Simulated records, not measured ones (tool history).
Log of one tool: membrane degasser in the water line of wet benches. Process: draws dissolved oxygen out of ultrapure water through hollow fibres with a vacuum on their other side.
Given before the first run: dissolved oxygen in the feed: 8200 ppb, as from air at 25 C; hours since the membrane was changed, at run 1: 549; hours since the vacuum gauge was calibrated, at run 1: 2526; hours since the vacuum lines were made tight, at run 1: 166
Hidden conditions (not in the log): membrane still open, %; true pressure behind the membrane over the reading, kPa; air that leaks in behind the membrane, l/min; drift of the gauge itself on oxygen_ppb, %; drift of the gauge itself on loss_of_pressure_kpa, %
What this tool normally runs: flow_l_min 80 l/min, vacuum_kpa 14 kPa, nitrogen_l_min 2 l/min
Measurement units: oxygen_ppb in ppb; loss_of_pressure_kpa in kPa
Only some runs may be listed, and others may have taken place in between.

run	hour	flow_l_min	vacuum_kpa	nitrogen_l_min	hours since the membrane was changed	hours since the vacuum gauge was calibrated	hours since the vacuum lines were made tight	oxygen_ppb	loss_of_pressure_kpa
1	0	80	14	2	549	2526	166	847.5	65
2	76.1	80	14	2	625	2602	242	843.8	64.29
3	163.7	80	13.2	2	712	2689	329	794.6	65.24
4	231.8	80	14	1.44	781	2758	397	1061.8	65.1
5	332.4	80	14	1.44	881	2858	498	1055.8	65.06
6	399.3	80	14	1.44	948	2925	565	1059.5	65.52
7	468.2	64	8.5	3.21	1017	2994	634	254.7	52.2
8	519.7	80	19.5	1.94	1068	3045	685	1226	65.22
9	597.5	80	19.5	1.94	1146	3123	763	1233.1	65.48
# hour 607.5: vacuum gauge calibrated
10	641	79	9.4	1.93	1189	34	806	542.1	64.49
11	714.1	70	14	0.84	1262	107	879	1358.5	57.34
# hour 766.3: vacuum gauge calibrated, once more
12	794.8	100	34.8	0.84	1343	28	959	3718.9	81.62

What would each run have given without the hidden state, its run-to-run variation left as it was?
run	oxygen_ppb	loss_of_pressure_kpa
1	841.1	64.61
2	836.9	63.86
3	787.2	64.74
4	1052.9	64.55
5	1046.3	64.43
6	1049.5	64.83
7	249.1	51.61
8	1217.2	64.44
9	1223.9	64.65
10	527.4	63.63
11	1340.5	56.54
12	3720.4	80.39
